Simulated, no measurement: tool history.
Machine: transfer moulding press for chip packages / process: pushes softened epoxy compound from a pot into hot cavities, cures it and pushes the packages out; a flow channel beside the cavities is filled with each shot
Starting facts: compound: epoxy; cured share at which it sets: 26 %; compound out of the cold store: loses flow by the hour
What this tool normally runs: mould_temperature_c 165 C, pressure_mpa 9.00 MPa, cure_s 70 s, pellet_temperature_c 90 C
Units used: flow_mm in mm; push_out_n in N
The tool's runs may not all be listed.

run   hour  mould_temperature_c  pressure_mpa  cure_s  pellet_temperature_c  incoming compound's hours out of the cold store  flow_mm  push_out_n
  1    0.0                  165          9.00      70                    90                                             21.5      863         588
      18.2  -- plunger's sealing rings changed
  2   43.3                  165          9.00      70                    90                                             28.6      871         881
      68.2  -- cavities cleaned with cleaning compound and waxed
  3   84.0                  165          9.00      70                    90                                             44.6      798         658
  4  109.7                  165          9.00      70                    90                                             15.9      921         881
     139.3  -- cavities cleaned with cleaning compound and waxed
  5  150.8                  165          9.00      70                    90                                             13.8      931         657
  6  192.3                  165          9.00      70                    90                                             30.1      833         901
     212.8  -- cavities cleaned with cleaning compound and waxed
  7  220.9                  165          9.00      70                    88                                             30.3      828         578
  8  238.5                  165          8.79      70                    90                                             27.7      845         765
  9  269.5                  165          9.00      70                    90                                              8.1      934         957
     284.2  -- cavities cleaned with cleaning compound and waxed
 10  289.9                  165          9.00      66                    90                                             36.6      798         627
     310.9  -- plunger's sealing rings changed
 11  329.2                  165          9.00      70                    90                                             35.4      835         835
 12  350.9                  165          9.00      70                    90                                             25.0      907         981
     358.5  -- cavities cleaned with cleaning compound and waxed
 13  374.8                  165          9.00      70                    96                                             41.7      816         656
 14  411.8                  165          9.00      70                    96                                             39.2      815         861
     431.8  -- cavities cleaned with cleaning compound and waxed
 15  442.1                  165          9.00      70                    96                                             22.2      890         596
 16  467.9                  165          7.19      98                    98                                             11.2      837         606
 17  493.5                  169          7.83      70                    81                                             25.9      785         774
     503.5  -- cavities cleaned with cleaning compound and waxed
 18  532.4                  168         10.91      61                    95                                             33.1      887         817
 19  550.7                  168         10.91      61                    95                                             10.5     1005         993
     576.1  -- cavities cleaned with cleaning compound and waxed
 20  584.2                  168          8.62      61                    95                                             29.3      803         678
     601.4  -- plunger's sealing rings changed
 21  622.0                  168          8.62      61                    95                                             33.3      826         925
     650.7  -- cavities cleaned with cleaning compound and waxed
 22  658.3                  157          8.62      61                    95                                             10.5      988        1544
 23  685.8                  164          7.60      70                    95                                             15.5      860        1010
 24  713.9                  165          8.70      75                    90                                             32.2      838         848
     722.3  -- cavities cleaned with cleaning compound and waxed
 25  735.0                  163          7.97      70                    92                                             14.2      888         827
 26  763.1                  163          7.97      71                    83                                             38.0      781         971
     793.7  -- cavities cleaned with cleaning compound and waxed
 27  799.8                  165          8.33      98                    88                                             25.8      838         400
     818.5  -- mould's thermocouples calibrated
 28  818.5                  163          7.16      70                    90                                             36.6      727         788

Consider 4 possible next runs. They are alternatives, not a sequence: every one starts from the tool as it was left by run 28. What does each give?
  A  848.1                  162          7.16      70                    84                                             23.2        ?           ?
  B  848.1                  163          7.16      96                    87                                             42.1        ?           ?
  C  848.1                  165          9.00      70                    84                                             32.5        ?           ?
  D  848.1                  163          7.16      60                    99                                             38.1        ?           ?

run  flow_mm  push_out_n
  A      782        1129
  B      684         653
  C      821         850
  D      714        1269
Stripped of hidden state, with their random variation kept, the same runs would have yielded:
run  flow_mm  push_out_n
  A      825         576
  B      722         333
  C      866         435
  D      753         647
